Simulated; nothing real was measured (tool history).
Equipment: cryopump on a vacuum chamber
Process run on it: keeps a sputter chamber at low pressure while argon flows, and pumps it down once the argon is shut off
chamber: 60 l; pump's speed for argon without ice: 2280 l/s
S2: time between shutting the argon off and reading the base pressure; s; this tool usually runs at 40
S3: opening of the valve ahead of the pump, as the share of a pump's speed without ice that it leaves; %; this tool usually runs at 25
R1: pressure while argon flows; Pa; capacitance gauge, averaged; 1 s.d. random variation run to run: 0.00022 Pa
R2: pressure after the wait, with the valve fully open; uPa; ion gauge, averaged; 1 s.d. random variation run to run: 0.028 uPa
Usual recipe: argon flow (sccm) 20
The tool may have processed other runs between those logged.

Run 1, hour 0: usual settings. Result: R1 0.0595 Pa, R2 2.15 uPa.
Run 2, hour 69.5: usual settings but S2 34 s. Result: R1 0.0595 Pa, R2 2.47 uPa.
Run 3, hour 108: usual settings but argon flow (sccm) 30. Result: R1 0.0905 Pa, R2 2.21 uPa.
Run 4, hour 149.9: usual settings but argon flow (sccm) 30. Result: R1 0.0899 Pa, R2 2.27 uPa.
Run 5, hour 191.1: usual settings. Result: R1 0.0598 Pa, R2 2.36 uPa.
Run 6, hour 261.1: usual settings. Result: R1 0.0602 Pa, R2 2.31 uPa.
Run 7, hour 308.5: usual settings. Result: R1 0.0607 Pa, R2 2.34 uPa.
Run 8, hour 352.1: usual settings. Result: R1 0.0601 Pa, R2 2.36 uPa.
Run 9, hour 414.7: usual settings. Result: R1 0.0604 Pa, R2 2.31 uPa.
Run 10, hour 453: usual settings. Result: R1 0.0607 Pa, R2 2.41 uPa.
Run 11, hour 498.2: usual settings. Result: R1 0.0607 Pa, R2 2.49 uPa.
Run 12, hour 550.3: usual settings. Result: R1 0.0608 Pa, R2 2.49 uPa.
Run 13, hour 625.7: usual settings. Result: R1 0.0612 Pa, R2 2.46 uPa.
Run 14, hour 705.2: usual settings. Result: R1 0.0615 Pa, R2 2.52 uPa.
Run 15, hour 748.5: usual settings but argon flow (sccm) 12. Result: R1 0.0369 Pa, R2 2.56 uPa.
Run 16, hour 814.2: usual settings but S3 20 %. Result: R1 0.0764 Pa, R2 2.56 uPa.
Run 17, hour 850: usual settings. Result: R1 0.0614 Pa, R2 2.62 uPa.
Run 18, hour 903.2: usual settings but S2 244 s. Result: R1 0.0615 Pa, R2 1.63 uPa.
Run 19, hour 946.7: usual settings but argon flow (sccm) 39, S2 103 s, S3 19 %. Result: R1 0.1569 Pa, R2 2.03 uPa.
Run 20, hour 1016: usual settings but argon flow (sccm) 24, S2 24 s, S3 20 %. Result: R1 0.0924 Pa, R2 3.45 uPa.
Run 21, hour 1062: usual settings but argon flow (sccm) 37, S2 81 s, S3 18 %. Result: R1 0.1571 Pa, R2 2.1 uPa.
At hour 1097.2: pump warmed up, emptied and cooled again.
Run 22, hour 1113.9: usual settings but argon flow (sccm) 37, S2 81 s, S3 18 %. Result: R1 0.1527 Pa, R2 1.96 uPa.
Run 23, hour 1195.2: usual settings but argon flow (sccm) 12, S2 154 s, S3 38 %. Result: R1 0.0236 Pa, R2 1.69 uPa.
Run 24, hour 1233.4: usual settings but argon flow (sccm) 33, S2 96 s, S3 19 %. Result: R1 0.1299 Pa, R2 1.92 uPa.
Run 25, hour 1281.2: usual settings but argon flow (sccm) 33, S2 96 s, S3 27 %. Result: R1 0.092 Pa, R2 1.87 uPa.
Run 26, hour 1358.7: usual settings but argon flow (sccm) 33, S2 96 s, S3 27 %. Result: R1 0.092 Pa, R2 1.97 uPa.
Run 27, hour 1394.1: usual settings but argon flow (sccm) 33, S2 96 s, S3 27 %. Result: R1 0.092 Pa, R2 2.01 uPa.
Run 28, hour 1449.4: usual settings but argon flow (sccm) 9, S2 133 s, S3 36 %. Result: R1 0.0185 Pa, R2 1.89 uPa.
Run 29, hour 1493.2: usual settings but S2 160 s. Result: R1 0.0607 Pa, R2 1.79 uPa.
Run 30, hour 1536.3: usual settings but argon flow (sccm) 23, S3 36 %. Result: R1 0.0483 Pa, R2 2.6 uPa.
Run 31, hour 1610: usual settings but S3 58 %. Result: R1 0.0268 Pa, R2 2.74 uPa.
Run 32, hour 1660.3: usual settings but S3 58 %. Result: R1 0.027 Pa, R2 2.74 uPa.
Run 33, hour 1719.8: usual settings but argon flow (sccm) 24, S3 44 %. Result: R1 0.0422 Pa, R2 2.74 uPa.

Forecast each of these 4 alternatives for the next run:
Run A, hour 1756.6: usual settings but argon flow (sccm) 13, S3 16 %. Result: R1 ?, R2 ?.
Run B, hour 1756.6: usual settings but argon flow (sccm) 24, S2 37 s, S3 44 %. Result: R1 ?, R2 ?.
Run C, hour 1756.6: usual settings but argon flow (sccm) 23, S3 44 %. Result: R1 ?, R2 ?.
Run D, hour 1756.6: usual settings but argon flow (sccm) 24, S2 33 s, S3 28 %. Result: R1 ?, R2 ?.

run      R1    R2
  A  0.0611  2.86
  B  0.0422   2.9
  C  0.0407  2.81
  D  0.0652  3.05
The same runs, with their run-to-run variation unchanged, on a tool lacking any hidden condition would have given:
run      R1    R2
  A  0.0601  1.29
  B  0.0403  1.37
  C  0.0389  1.28
  D  0.0633  1.52
